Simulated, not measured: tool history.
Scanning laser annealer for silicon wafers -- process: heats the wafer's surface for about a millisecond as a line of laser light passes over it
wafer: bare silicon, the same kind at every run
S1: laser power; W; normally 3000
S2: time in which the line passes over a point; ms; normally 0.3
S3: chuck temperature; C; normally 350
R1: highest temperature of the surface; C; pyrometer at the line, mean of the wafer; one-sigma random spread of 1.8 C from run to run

run	hour	S1	S2	S3	R1
1	0	3000	0.3	350	1052
2	30.9	3000	0.3	350	1050
3	68.5	3000	0.3	350	1047
4	113.3	3000	0.3	350	1044
5	161.2	3000	0.3	350	1043
6	203.3	3000	0.362	350	1094
7	257.9	3000	0.319	350	1054
8	312	3000	0.319	350	1047
9	346.5	3000	0.223	350	949
10	407.6	3084	0.3	350	1046
11	460.3	3084	0.3	350	1044
# hour 474.8: window over the wafer cleaned
12	497.5	3084	0.3	350	1095
13	548.6	3084	0.3	350	1088
14	587.7	3084	0.3	350	1087
15	645.8	3084	0.3	350	1082
16	707.9	3084	0.3	350	1080
17	769.6	3084	0.3	350	1072
18	807.2	3084	0.3	350	1072
19	843.2	3000	0.311	350	1058
20	886.2	3000	0.311	350	1055
21	929.3	3000	0.311	350	1050
22	977.9	3264	0.214	311	967
23	1005.3	2888	0.214	369	938
24	1047	2888	0.214	369	935
25	1073.3	3047	0.374	330	1093
26	1105.3	2650	0.373	350	996
27	1133	2710	0.311	345	957
28	1166.6	2710	0.311	345	956
29	1211	2710	0.311	345	956
30	1251	3044	0.286	327	996
31	1284.5	2981	0.26	340	967
32	1329.8	3225	0.3	349	1072
# hour 1335.2: window over the wafer cleaned
33	1370.5	3022	0.3	359	1076
34	1397.6	3022	0.3	359	1074
# hour 1412.9: optics aligned, line set to its width
35	1436.5	3158	0.3	373	1151
36	1492	3169	0.341	362	1182
37	1533.9	3169	0.341	362	1183
38	1568.2	2930	0.268	346	1017
39	1627.9	2930	0.268	346	1012
40	1689	2864	0.264	327	973
41	1739.9	2864	0.264	327	969
42	1800.6	3000	0.3	364	1073

3 options for the next run, each taken on its own from the tool as it stands now. Forecast them:
A	1838.6	3269	0.3	364	?
B	1838.6	2635	0.3	320	?
C	1838.6	2920	0.3	321	?

run	R1
A	1148
B	930
C	1010
Take away the tool's hidden state, keep each run's random variation, and the runs would have read:
run	R1
A	1172
B	948
C	1030
